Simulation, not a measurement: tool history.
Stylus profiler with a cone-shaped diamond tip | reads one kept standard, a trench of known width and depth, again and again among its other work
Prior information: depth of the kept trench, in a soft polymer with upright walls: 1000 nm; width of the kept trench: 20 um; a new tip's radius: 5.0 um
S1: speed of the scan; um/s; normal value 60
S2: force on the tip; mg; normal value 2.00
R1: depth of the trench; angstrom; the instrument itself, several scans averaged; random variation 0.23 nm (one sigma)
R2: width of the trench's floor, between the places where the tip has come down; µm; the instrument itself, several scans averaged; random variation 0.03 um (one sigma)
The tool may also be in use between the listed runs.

run    day   S1    S2       R1     R2
  1  0.000   60  2.00  10094.3  13.79
  2  0.500   60  2.00  10098.6  13.82
  3  1.050   60  2.00  10097.6  13.79
  4  1.642   60  2.00  10098.2  13.83
  5  2.262   60  2.00  10096.6  13.82
  6  3.104   60  2.00  10094.8  13.84
  7  3.675   60  2.00  10094.5  13.81
  8  4.646   60  2.00  10093.5  13.81
  9  5.508   60  2.00  10099.8  13.84
 10  6.512   24  2.00  10093.9  13.96
 11  7.346   20  2.39  10108.6  13.93
 12  8.396  109  1.22  10070.9  13.56
 13  9.246  101  5.61  10197.7  13.81

For run 14, what comes out?
 14  10.112  101  5.61   ?   ?

R1: 10199.4 angstrom
R2: 13.84 µm
The same run, on a tool lacking any hidden state, would have yielded R1 10199.4 angstrom, R2 13.84 µm.
